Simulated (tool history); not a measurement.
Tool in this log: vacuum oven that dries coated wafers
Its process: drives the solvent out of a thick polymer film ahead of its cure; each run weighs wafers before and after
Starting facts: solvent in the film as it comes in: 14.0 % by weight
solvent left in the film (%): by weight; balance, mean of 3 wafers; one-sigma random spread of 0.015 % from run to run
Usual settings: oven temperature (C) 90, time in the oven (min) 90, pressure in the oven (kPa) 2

run	hour	oven temperature (C)	time in the oven (min)	pressure in the oven (kPa)	solvent left in the film (%)
1	0	90	90	2	1.75
2	65	90	90	2	1.75
3	113.6	90	90	2	1.77
4	212.2	90	90	5.47	2.56
5	263.7	90	77	5.47	2.98
6	307.5	90	77	5.47	2.98
7	398.8	90	77	5.47	3
8	474.2	90	77	5.47	3
9	563.1	90	77	4.18	2.71
10	616.5	90	77	4.18	2.73
11	710.8	90	77	4.18	2.7
12	812	78	77	4.18	5.76
13	904.9	78	77	4.18	5.76
14	968.3	90	90	2	1.8
15	1030.3	90	100	2	1.51
16	1075.7	90	100	2	1.52
17	1147.3	90	100	2	1.5
18	1205.3	90	100	2	1.49
19	1246	90	90	2.09	1.81
20	1290.2	90	90	2	1.78
21	1383.5	77	90	2	4.83
22	1446.1	76	90	2	5.1
# hour 1461.9: oven's thermocouples calibrated
23	1534.6	76	90	2	5.06
24	1622.4	90	90	2	1.76
25	1717.1	82	90	1.75	3.43
26	1803	90	142	1.29	0.7
27	1880	90	142	1.29	0.69
28	1950.2	88	57	2	3.78
29	2049.7	88	57	2	3.75
30	2146	96	119	2	0.6
31	2246.8	96	161	6.25	1.32
32	2314.8	96	161	6.25	1.32
33	2396.1	96	161	6.25	1.32
34	2488.9	96	116	1.14	0.48
35	2557.8	96	116	1.14	0.45
36	2624.3	96	116	1.14	0.46
37	2724.8	103	78	1.14	0.4
38	2769.5	103	78	1.14	0.42
39	2823	103	78	1.14	0.41
40	2896	80	63	7.69	6.84
41	2965.8	90	90	4.57	2.35
42	3018.2	103	95	1.25	0.3
43	3110.9	103	95	1.38	0.32
# hour 3126.6: oven's thermocouples calibrated
44	3170.3	80	94	2	3.88
45	3261.8	91	104	7.4	2.54
46	3339.8	96	66	3.1	1.84
# hour 3372.9: vacuum gauge cleaned of residue and calibrated
47	3439.7	94	91	3.03	1.37

Alternative continuations, all from the tool just after run 47; predict every row:
A	3533.5	83	94	4.39	?
B	3533.5	94	91	3.86	?
C	3533.5	82	62	3.03	?
D	3533.5	75	90	7.02	?

run	solvent left in the film (%)
A	3.74
B	1.5
C	5.23
D	6.87
What these runs would have given with no unlogged condition in the tool:
run	solvent left in the film (%)
A	3.74
B	1.5
C	5.23
D	6.87
